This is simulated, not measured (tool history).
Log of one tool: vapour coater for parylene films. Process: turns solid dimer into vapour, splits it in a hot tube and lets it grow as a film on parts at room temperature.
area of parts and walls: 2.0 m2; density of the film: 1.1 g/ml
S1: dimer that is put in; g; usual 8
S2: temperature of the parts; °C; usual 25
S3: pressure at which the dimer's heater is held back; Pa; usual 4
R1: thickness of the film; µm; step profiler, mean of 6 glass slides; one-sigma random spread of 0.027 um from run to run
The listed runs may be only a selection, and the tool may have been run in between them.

| run | hour | S1 | S2 | S3 | R1 |
|---|---|---|---|---|---|
| 1 | 0 | 8 | 25 | 4 | 1.99 |
|  | 12.5 | trap's valve overhauled |
| 2 | 24 | 8 | 25 | 4 | 2.23 |
| 3 | 41.1 | 8 | 25 | 4 | 2.16 |
| 4 | 53.6 | 8 | 25 | 10.94 | 1.81 |
| 5 | 79 | 8 | 25 | 10.94 | 1.81 |
| 6 | 93.6 | 8 | 20 | 10.94 | 2.13 |
| 7 | 114.5 | 8 | 20 | 10.94 | 2.05 |
| 8 | 128.3 | 8 | 25 | 4 | 2.17 |
| 9 | 145.8 | 8 | 25 | 4 | 2.17 |
| 10 | 165.6 | 4 | 25 | 4 | 1.06 |
| 11 | 178.9 | 4 | 25 | 4 | 1.07 |
| 12 | 192.2 | 4 | 25 | 4 | 1.04 |
| 13 | 205.8 | 4 | 25 | 4 | 1.05 |
| 14 | 229.4 | 4 | 25 | 4 | 1.06 |
| 15 | 243.7 | 3 | 25 | 4 | 0.8 |
| 16 | 261.3 | 3 | 25 | 4 | 0.76 |
| 17 | 273.5 | 3 | 25 | 4 | 0.83 |
| 18 | 289.3 | 8 | 25 | 4 | 2.07 |
|  | 291.8 | table's thermometer calibrated |
| 19 | 306.1 | 8 | 25 | 2.81 | 2.25 |
| 20 | 321.1 | 4 | 25 | 2.81 | 1.15 |
| 21 | 335 | 8 | 25 | 4 | 2.07 |
| 22 | 345.5 | 9 | 24 | 4 | 2.48 |
| 23 | 359 | 9 | 24 | 4 | 2.43 |
| 24 | 372.6 | 6 | 27 | 6.14 | 1.36 |
| 25 | 383.4 | 12 | 23 | 2.52 | 3.62 |
| 26 | 396.4 | 8 | 20 | 5.97 | 2.25 |
| 27 | 420 | 8 | 23 | 8.98 | 1.85 |
|  | 433.9 | table's thermometer calibrated, once more |
| 28 | 435.1 | 8 | 23 | 3.39 | 2.27 |
| 29 | 452.4 | 3 | 24 | 7.49 | 0.72 |
| 30 | 466.3 | 3 | 24 | 7.49 | 0.73 |
| 31 | 484.1 | 8 | 21 | 4 | 2.39 |
| 32 | 504 | 8 | 21 | 5.93 | 2.15 |
| 33 | 523.5 | 5 | 20 | 5.93 | 1.4 |
| 34 | 540.2 | 8 | 17 | 4.33 | 2.61 |
| 35 | 552.4 | 4 | 24 | 11.35 | 0.88 |
| 36 | 576.6 | 13 | 21 | 3.13 | 3.96 |
| 37 | 599.5 | 4 | 25 | 9.07 | 0.85 |
| 38 | 623.9 | 13 | 22 | 9.07 | 3.09 |
| 39 | 647.5 | 13 | 22 | 3.28 | 3.8 |
| 40 | 659.3 | 6 | 18 | 4 | 1.9 |
| 41 | 681.9 | 5 | 24 | 5.9 | 1.21 |
| 42 | 699.1 | 5 | 24 | 5.9 | 1.21 |

Run by run, hidden condition taken away, random variation retained:
What the log doesn't record here: vapour lost through the trap's worn valve, %; true temperature of the parts over the reading, C; drift of the gauge itself on film_um, %.
| run | R1 |
|---|---|
| 1 | 2.22 |
| 2 | 2.26 |
| 3 | 2.2 |
| 4 | 1.84 |
| 5 | 1.85 |
| 6 | 2.19 |
| 7 | 2.11 |
| 8 | 2.23 |
| 9 | 2.24 |
| 10 | 1.1 |
| 11 | 1.11 |
| 12 | 1.08 |
| 13 | 1.09 |
| 14 | 1.11 |
| 15 | 0.84 |
| 16 | 0.8 |
| 17 | 0.87 |
| 18 | 2.18 |
| 19 | 2.38 |
| 20 | 1.22 |
| 21 | 2.2 |
| 22 | 2.64 |
| 23 | 2.59 |
| 24 | 1.46 |
| 25 | 3.88 |
| 26 | 2.41 |
| 27 | 2 |
| 28 | 2.42 |
| 29 | 0.77 |
| 30 | 0.78 |
| 31 | 2.56 |
| 32 | 2.31 |
| 33 | 1.51 |
| 34 | 2.82 |
| 35 | 0.95 |
| 36 | 4.31 |
| 37 | 0.93 |
| 38 | 3.39 |
| 39 | 4.17 |
| 40 | 2.09 |
| 41 | 1.34 |
| 42 | 1.34 |

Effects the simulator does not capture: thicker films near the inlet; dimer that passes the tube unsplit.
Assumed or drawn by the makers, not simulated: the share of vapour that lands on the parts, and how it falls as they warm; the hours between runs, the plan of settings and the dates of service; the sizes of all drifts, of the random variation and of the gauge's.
